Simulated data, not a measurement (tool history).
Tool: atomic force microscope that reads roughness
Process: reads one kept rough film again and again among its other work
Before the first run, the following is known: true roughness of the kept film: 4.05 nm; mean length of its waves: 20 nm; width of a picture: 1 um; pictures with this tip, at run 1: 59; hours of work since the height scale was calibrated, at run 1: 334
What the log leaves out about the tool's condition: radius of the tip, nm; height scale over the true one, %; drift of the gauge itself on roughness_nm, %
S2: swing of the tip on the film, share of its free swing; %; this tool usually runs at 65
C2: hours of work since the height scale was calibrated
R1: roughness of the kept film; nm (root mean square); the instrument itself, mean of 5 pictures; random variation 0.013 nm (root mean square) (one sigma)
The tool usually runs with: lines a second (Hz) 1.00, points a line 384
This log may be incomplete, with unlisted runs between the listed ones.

run 1 hour=0.0 | lines_a_second_(Hz)=1.00 S2=65 points_a_line=384 | pictures_with_this_tip=59 C2=334 | R1=2.777
run 2 hour=9.6 | lines_a_second_(Hz)=1.00 S2=65 points_a_line=371 | pictures_with_this_tip=83 C2=341 | R1=2.687
run 3 hour=22.8 | lines_a_second_(Hz)=1.74 S2=65 points_a_line=371 | pictures_with_this_tip=115 C2=351 | R1=2.561
run 4 hour=36.2 | lines_a_second_(Hz)=1.74 S2=65 points_a_line=371 | pictures_with_this_tip=148 C2=361 | R1=2.451
run 5 hour=57.0 | lines_a_second_(Hz)=1.74 S2=65 points_a_line=371 | pictures_with_this_tip=199 C2=376 | R1=2.327
run 6 hour=74.3 | lines_a_second_(Hz)=1.74 S2=65 points_a_line=371 | pictures_with_this_tip=242 C2=389 | R1=2.226
run 7 hour=84.7 | lines_a_second_(Hz)=1.00 S2=65 points_a_line=384 | pictures_with_this_tip=267 C2=397 | R1=2.217
run 8 hour=99.4 | lines_a_second_(Hz)=1.00 S2=65 points_a_line=384 | pictures_with_this_tip=303 C2=408 | R1=2.124
-- hour=113.8 new tip fitted
run 9 hour=122.7 | lines_a_second_(Hz)=1.00 S2=65 points_a_line=384 | pictures_with_this_tip=22 C2=425 | R1=2.915
run 10 hour=144.6 | lines_a_second_(Hz)=1.00 S2=65 points_a_line=384 | pictures_with_this_tip=75 C2=441 | R1=2.724
run 11 hour=154.7 | lines_a_second_(Hz)=1.00 S2=65 points_a_line=384 | pictures_with_this_tip=100 C2=448 | R1=2.635
run 12 hour=177.7 | lines_a_second_(Hz)=1.00 S2=65 points_a_line=384 | pictures_with_this_tip=157 C2=465 | R1=2.451
run 13 hour=199.4 | lines_a_second_(Hz)=1.00 S2=65 points_a_line=384 | pictures_with_this_tip=210 C2=481 | R1=2.312
run 14 hour=215.2 | lines_a_second_(Hz)=1.00 S2=65 points_a_line=384 | pictures_with_this_tip=248 C2=493 | R1=2.236
run 15 hour=232.2 | lines_a_second_(Hz)=1.00 S2=65 points_a_line=384 | pictures_with_this_tip=290 C2=506 | R1=2.116
run 16 hour=249.9 | lines_a_second_(Hz)=1.00 S2=65 points_a_line=384 | pictures_with_this_tip=333 C2=519 | R1=2.043
-- hour=252.6 new tip fitted
run 17 hour=264.1 | lines_a_second_(Hz)=1.00 S2=65 points_a_line=384 | pictures_with_this_tip=28 C2=529 | R1=2.812
run 18 hour=285.7 | lines_a_second_(Hz)=1.00 S2=65 points_a_line=384 | pictures_with_this_tip=81 C2=545 | R1=2.628
run 19 hour=304.8 | lines_a_second_(Hz)=1.24 S2=75 points_a_line=262 | pictures_with_this_tip=128 C2=559 | R1=2.381
run 20 hour=326.1 | lines_a_second_(Hz)=1.24 S2=75 points_a_line=262 | pictures_with_this_tip=180 C2=575 | R1=2.268
run 21 hour=339.8 | lines_a_second_(Hz)=1.00 S2=59 points_a_line=384 | pictures_with_this_tip=213 C2=585 | R1=2.308
run 22 hour=352.7 | lines_a_second_(Hz)=1.00 S2=59 points_a_line=384 | pictures_with_this_tip=245 C2=595 | R1=2.206
run 23 hour=369.1 | lines_a_second_(Hz)=1.00 S2=59 points_a_line=384 | pictures_with_this_tip=285 C2=607 | R1=2.147
run 24 hour=379.9 | lines_a_second_(Hz)=2.21 S2=78 points_a_line=318 | pictures_with_this_tip=312 C2=615 | R1=1.903
-- hour=390.3 new tip fitted
run 25 hour=395.8 | lines_a_second_(Hz)=0.52 S2=78 points_a_line=318 | pictures_with_this_tip=13 C2=626 | R1=2.949
run 26 hour=412.9 | lines_a_second_(Hz)=3.62 S2=87 points_a_line=384 | pictures_with_this_tip=55 C2=639 | R1=2.276
run 27 hour=436.5 | lines_a_second_(Hz)=1.36 S2=83 points_a_line=384 | pictures_with_this_tip=113 C2=656 | R1=2.451
run 28 hour=453.6 | lines_a_second_(Hz)=1.01 S2=80 points_a_line=448 | pictures_with_this_tip=155 C2=669 | R1=2.414
run 29 hour=472.3 | lines_a_second_(Hz)=2.93 S2=65 points_a_line=378 | pictures_with_this_tip=201 C2=683 | R1=2.257
run 30 hour=488.7 | lines_a_second_(Hz)=2.93 S2=65 points_a_line=378 | pictures_with_this_tip=241 C2=695 | R1=2.165
run 31 hour=503.0 | lines_a_second_(Hz)=1.25 S2=57 points_a_line=384 | pictures_with_this_tip=276 C2=705 | R1=2.175
run 32 hour=519.4 | lines_a_second_(Hz)=1.25 S2=57 points_a_line=384 | pictures_with_this_tip=316 C2=717 | R1=2.090
-- hour=527.8 new tip fitted
run 33 hour=536.7 | lines_a_second_(Hz)=1.25 S2=57 points_a_line=384 | pictures_with_this_tip=21 C2=730 | R1=2.927
run 34 hour=553.1 | lines_a_second_(Hz)=1.44 S2=65 points_a_line=629 | pictures_with_this_tip=62 C2=742 | R1=2.745
run 35 hour=562.9 | lines_a_second_(Hz)=1.44 S2=55 points_a_line=629 | pictures_with_this_tip=85 C2=749 | R1=2.723
run 36 hour=577.8 | lines_a_second_(Hz)=1.44 S2=55 points_a_line=629 | pictures_with_this_tip=122 C2=760 | R1=2.606

How the hidden state differs across the entries between the runs, from the last listed run before each to the first after it:
Runs 8 to 9: new tip fitted (hour 113.8)
  radius of the tip, nm: 20.2 -> 8.3; height scale over the true one, %: -0.67 -> -0.69
  measured result minus the result with no hidden state, R1: -0.898 -> -0.136 nm (root mean square)
Runs 16 to 17: new tip fitted (hour 252.6)
  radius of the tip, nm: 22.2 -> 9.2; height scale over the true one, %: -0.83 -> -0.85
  measured result minus the result with no hidden state, R1: -1.000 -> -0.222 nm (root mean square)
Runs 24 to 25: new tip fitted (hour 390.3)
  radius of the tip, nm: 21.6 -> 7.6; height scale over the true one, %: -0.97 -> -0.99
  measured result minus the result with no hidden state, R1: -0.898 -> -0.084 nm (root mean square)
Runs 32 to 33: new tip fitted (hour 527.8)
  radius of the tip, nm: 21.1 -> 8.2; height scale over the true one, %: -1.13 -> -1.15
  measured result minus the result with no hidden state, R1: -0.955 -> -0.145 nm (root mean square)

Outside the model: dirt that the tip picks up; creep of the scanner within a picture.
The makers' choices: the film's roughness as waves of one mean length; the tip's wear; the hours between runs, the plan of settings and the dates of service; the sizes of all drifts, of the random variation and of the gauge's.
